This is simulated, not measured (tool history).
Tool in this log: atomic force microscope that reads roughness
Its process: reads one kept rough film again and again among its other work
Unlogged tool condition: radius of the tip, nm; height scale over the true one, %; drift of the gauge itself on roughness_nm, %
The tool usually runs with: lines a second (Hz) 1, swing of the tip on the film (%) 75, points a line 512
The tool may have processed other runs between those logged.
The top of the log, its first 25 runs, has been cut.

run,hour,lines a second (Hz),swing of the tip on the film (%),points a line,pictures with this tip,hours of work since the height scale was calibrated,roughness of the kept film (nm (root mean square))
26,315.5,0.7,59,512,285,42,2.997
27,328.5,3.77,67,512,305,51,2.5
28,336.4,3.77,67,512,316,57,2.502
# hour 346: new tip fitted
29,352,2.41,85,512,9,69,2.659
30,364.3,0.85,87,296,27,78,3.085
31,371.6,3.61,71,512,38,84,2.827
32,388.9,3.61,71,512,63,97,2.751
33,406.2,1,66,512,89,110,3.247

Here are 4 independent what-if runs from the current tool condition. What would each one return?
A,416.4,1.56,71,512,104,118,?
B,416.4,0.86,59,512,104,118,?
C,416.4,1,66,708,104,118,?
D,416.4,1,75,812,104,118,?

run,roughness of the kept film (nm (root mean square))
A,3.049
B,3.293
C,3.214
D,3.115
Take away the tool's hidden state, keep each run's random variation, and the runs would have read:
run,roughness of the kept film (nm (root mean square))
A,3.245
B,3.505
C,3.421
D,3.316
